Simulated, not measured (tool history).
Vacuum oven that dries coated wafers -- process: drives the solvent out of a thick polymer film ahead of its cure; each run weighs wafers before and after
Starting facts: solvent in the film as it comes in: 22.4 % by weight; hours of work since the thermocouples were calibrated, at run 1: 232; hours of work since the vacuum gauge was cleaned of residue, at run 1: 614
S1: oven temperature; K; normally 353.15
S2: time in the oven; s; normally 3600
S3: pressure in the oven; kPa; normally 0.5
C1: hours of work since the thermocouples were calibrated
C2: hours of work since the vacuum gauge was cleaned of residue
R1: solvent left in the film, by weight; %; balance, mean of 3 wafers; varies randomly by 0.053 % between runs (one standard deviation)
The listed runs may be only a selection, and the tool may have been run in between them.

run 1 hour=0 | S1=353.15 S2=3600 S3=0.5 | C1=232 C2=614 | R1=1.76
run 2 hour=36.1 | S1=353.15 S2=3600 S3=0.5 | C1=256 C2=638 | R1=1.83
run 3 hour=89 | S1=353.15 S2=3600 S3=0.5 | C1=292 C2=674 | R1=1.82
run 4 hour=136.1 | S1=353.15 S2=5580 S3=0.5 | C1=324 C2=706 | R1=0.71
run 5 hour=172.7 | S1=353.15 S2=5580 S3=0.5 | C1=349 C2=731 | R1=0.71
run 6 hour=211.2 | S1=353.15 S2=5580 S3=0.5 | C1=375 C2=758 | R1=0.77
run 7 hour=263.5 | S1=353.15 S2=5580 S3=0.5 | C1=411 C2=793 | R1=0.76
run 8 hour=307.9 | S1=353.15 S2=3600 S3=0.466 | C1=441 C2=823 | R1=1.79
run 9 hour=355 | S1=353.15 S2=3600 S3=0.466 | C1=473 C2=855 | R1=1.81
run 10 hour=377.3 | S1=365.15 S2=3600 S3=0.466 | C1=488 C2=871 | R1=0.42
run 11 hour=421.6 | S1=365.15 S2=3600 S3=0.466 | C1=518 C2=901 | R1=0.37
run 12 hour=473.6 | S1=365.15 S2=3600 S3=0.466 | C1=554 C2=936 | R1=0.49
run 13 hour=512.6 | S1=365.15 S2=3600 S3=0.466 | C1=580 C2=963 | R1=0.48
run 14 hour=536 | S1=347.15 S2=3600 S3=0.5 | C1=596 C2=979 | R1=3.51
run 15 hour=566.8 | S1=353.15 S2=3600 S3=0.5 | C1=617 C2=999 | R1=1.96
-- hour=585.5 oven's thermocouples calibrated
run 16 hour=612.2 | S1=353.15 S2=2160 S3=0.5 | C1=18 C2=1029 | R1=4.93
run 17 hour=659.9 | S1=353.15 S2=2160 S3=0.5 | C1=51 C2=1061 | R1=4.96
run 18 hour=706.1 | S1=353.15 S2=3600 S3=1.308 | C1=82 C2=1093 | R1=2.56
-- hour=747.4 oven's thermocouples calibrated, once more
run 19 hour=756.3 | S1=364.15 S2=3600 S3=1.308 | C1=6 C2=1126 | R1=0.64
run 20 hour=804.8 | S1=364.15 S2=3600 S3=1.308 | C1=39 C2=1159 | R1=0.59
run 21 hour=858.1 | S1=364.15 S2=3600 S3=1.308 | C1=75 C2=1195 | R1=0.63
run 22 hour=909 | S1=353.15 S2=3600 S3=0.5 | C1=110 C2=1230 | R1=1.72
run 23 hour=951.2 | S1=353.15 S2=3600 S3=0.5 | C1=139 C2=1258 | R1=1.67
run 24 hour=998.5 | S1=353.15 S2=2400 S3=0.5 | C1=171 C2=1290 | R1=3.65
run 25 hour=1023.6 | S1=349.15 S2=2880 S3=0.5 | C1=188 C2=1307 | R1=3.64
run 26 hour=1066 | S1=341.15 S2=3900 S3=1.977 | C1=217 C2=1336 | R1=5.71
run 27 hour=1107.8 | S1=364.15 S2=5220 S3=1.868 | C1=245 C2=1365 | R1=0.65
run 28 hour=1159.2 | S1=366.15 S2=5220 S3=1.868 | C1=280 C2=1400 | R1=0.53
run 29 hour=1206.2 | S1=366.15 S2=5220 S3=1.868 | C1=312 C2=1432 | R1=0.51
run 30 hour=1246.7 | S1=366.15 S2=5220 S3=1.868 | C1=340 C2=1459 | R1=0.56
run 31 hour=1282.8 | S1=366.15 S2=5220 S3=1.868 | C1=364 C2=1484 | R1=0.61
-- hour=1309.9 vacuum gauge cleaned of residue and calibrated
run 32 hour=1321.6 | S1=346.15 S2=1860 S3=0.5 | C1=390 C2=8 | R1=7.61
run 33 hour=1357.7 | S1=349.15 S2=5280 S3=0.752 | C1=414 C2=33 | R1=1.25
run 34 hour=1394.3 | S1=350.15 S2=4560 S3=0.5 | C1=439 C2=57 | R1=1.51
run 35 hour=1419.5 | S1=346.15 S2=1800 S3=0.844 | C1=456 C2=75 | R1=8.03
run 36 hour=1456.1 | S1=346.15 S2=1800 S3=0.844 | C1=481 C2=99 | R1=8.18
run 37 hour=1506.8 | S1=346.15 S2=2520 S3=0.788 | C1=516 C2=134 | R1=5.95
run 38 hour=1548.2 | S1=345.15 S2=3660 S3=1.489 | C1=544 C2=162 | R1=4.43
run 39 hour=1573.7 | S1=345.15 S2=3660 S3=1.489 | C1=561 C2=179 | R1=4.37
run 40 hour=1615.6 | S1=352.15 S2=2880 S3=1.489 | C1=590 C2=208 | R1=3.47
run 41 hour=1652.1 | S1=358.15 S2=3600 S3=0.5 | C1=615 C2=233 | R1=0.88
-- hour=1673.6 oven's thermocouples calibrated
run 42 hour=1686.6 | S1=358.15 S2=3600 S3=0.5 | C1=9 C2=255 | R1=0.83
run 43 hour=1729.8 | S1=356.15 S2=3720 S3=0.5 | C1=38 C2=284 | R1=1.05
run 44 hour=1753.3 | S1=345.15 S2=3780 S3=0.789 | C1=54 C2=300 | R1=3.74
run 45 hour=1805.7 | S1=345.15 S2=3780 S3=0.789 | C1=90 C2=336 | R1=3.6
run 46 hour=1859.6 | S1=345.15 S2=6180 S3=0.816 | C1=127 C2=373 | R1=1.56
run 47 hour=1898.7 | S1=345.15 S2=6180 S3=0.816 | C1=153 C2=399 | R1=1.66

Hidden state at the last listed run before each entry between runs and at the first one after, where it differs:
Logged between run 15 and run 16: oven's thermocouples calibrated (hour 585.5)
  true wafer temperature over the reading, C: -1.39 -> -2.29; true pressure over the reading, kPa: 0.101 -> 0.104
  what was measured, less what the result would be without the hidden state, R1: +0.33 -> +0.79 %
Logged between run 18 and run 19: oven's thermocouples calibrated, once more (hour 747.4)
  true wafer temperature over the reading, C: -2.44 -> 0.6; true pressure over the reading, kPa: 0.111 -> 0.114
  what was measured, less what the result would be without the hidden state, R1: +0.6 -> +0 %
Logged between run 31 and run 32: vacuum gauge cleaned of residue and calibrated (hour 1309.9)
  true wafer temperature over the reading, C: -0.21 -> -0.27; true pressure over the reading, kPa: 0.151 -> -0.01
  what was measured, less what the result would be without the hidden state, R1: +0.05 -> +0.09 %
Logged between run 41 and run 42: oven's thermocouples calibrated (hour 1673.6)
  true wafer temperature over the reading, C: -0.78 -> -0.08; true pressure over the reading, kPa: 0.014 -> 0.016
  what was measured, less what the result would be without the hidden state, R1: +0.11 -> +0.02 %
